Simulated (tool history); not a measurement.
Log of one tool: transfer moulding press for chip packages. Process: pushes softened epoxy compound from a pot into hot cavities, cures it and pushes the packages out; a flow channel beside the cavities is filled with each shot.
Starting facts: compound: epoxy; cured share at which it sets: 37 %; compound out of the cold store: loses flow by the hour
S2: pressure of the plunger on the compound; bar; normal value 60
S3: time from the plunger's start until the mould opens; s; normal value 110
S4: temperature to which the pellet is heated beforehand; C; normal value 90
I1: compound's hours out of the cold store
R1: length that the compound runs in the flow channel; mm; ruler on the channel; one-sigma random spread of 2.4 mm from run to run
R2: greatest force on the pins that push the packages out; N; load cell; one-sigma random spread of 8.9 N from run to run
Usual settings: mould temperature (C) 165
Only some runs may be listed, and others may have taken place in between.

run 1 hour=0 | mould_temperature_(C)=165 S2=60 S3=110 S4=90 | I1=13.5 | R1=728 R2=405
run 2 hour=11.3 | mould_temperature_(C)=165 S2=60 S3=110 S4=90 | I1=23.6 | R1=699 R2=409
run 3 hour=25.3 | mould_temperature_(C)=165 S2=60 S3=90 S4=90 | I1=11 | R1=731 R2=581
-- hour=45.4 cavities cleaned with cleaning compound and waxed
run 4 hour=50.8 | mould_temperature_(C)=165 S2=60 S3=110 S4=90 | I1=8.7 | R1=743 R2=400
run 5 hour=77.7 | mould_temperature_(C)=165 S2=69.9 S3=110 S4=90 | I1=32.3 | R1=724 R2=385
run 6 hour=102.4 | mould_temperature_(C)=165 S2=52.6 S3=110 S4=90 | I1=14.8 | R1=678 R2=414
run 7 hour=118 | mould_temperature_(C)=165 S2=52.6 S3=110 S4=90 | I1=13.3 | R1=680 R2=393
run 8 hour=132.7 | mould_temperature_(C)=165 S2=52.6 S3=110 S4=90 | I1=31.9 | R1=632 R2=404
run 9 hour=150.7 | mould_temperature_(C)=165 S2=55.7 S3=110 S4=86 | I1=43.2 | R1=622 R2=405
run 10 hour=172 | mould_temperature_(C)=165 S2=55.7 S3=110 S4=86 | I1=17.8 | R1=684 R2=416
-- hour=190.6 cavities cleaned with cleaning compound and waxed
run 11 hour=198 | mould_temperature_(C)=167 S2=70.2 S3=100 S4=90 | I1=33.6 | R1=718 R2=400
run 12 hour=218.7 | mould_temperature_(C)=167 S2=60 S3=111 S4=89 | I1=37.7 | R1=656 R2=381
run 13 hour=235 | mould_temperature_(C)=170 S2=60 S3=110 S4=90 | I1=43.7 | R1=638 R2=365
run 14 hour=250.3 | mould_temperature_(C)=171 S2=64.5 S3=119 S4=99 | I1=40 | R1=664 R2=355
run 15 hour=277.4 | mould_temperature_(C)=165 S2=67.2 S3=102 S4=90 | I1=23.4 | R1=739 R2=433

Consider 5 possible next runs. They are alternatives, not a sequence: every one starts from the tool as it was left by run 15. What does each give?
run A hour=300.9 | mould_temperature_(C)=170 S2=48.7 S3=130 S4=90 | I1=11.7 | R1=? R2=?
run B hour=300.9 | mould_temperature_(C)=163 S2=67.2 S3=111 S4=95 | I1=20.2 | R1=? R2=?
run C hour=300.9 | mould_temperature_(C)=165 S2=67.2 S3=102 S4=87 | I1=43.3 | R1=? R2=?
run D hour=300.9 | mould_temperature_(C)=158 S2=67.2 S3=102 S4=90 | I1=39.3 | R1=? R2=?
run E hour=300.9 | mould_temperature_(C)=172 S2=60 S3=110 S4=90 | I1=44.5 | R1=? R2=?

run=A R1=651 R2=365
run=B R1=751 R2=430
run=C R1=683 R2=430
run=D R1=711 R2=596
run=E R1=634 R2=367
The same runs, with their run-to-run variation unchanged, on a tool lacking any hidden condition would have given:
run=A R1=651 R2=362
run=B R1=751 R2=427
run=C R1=683 R2=427
run=D R1=711 R2=592
run=E R1=634 R2=365

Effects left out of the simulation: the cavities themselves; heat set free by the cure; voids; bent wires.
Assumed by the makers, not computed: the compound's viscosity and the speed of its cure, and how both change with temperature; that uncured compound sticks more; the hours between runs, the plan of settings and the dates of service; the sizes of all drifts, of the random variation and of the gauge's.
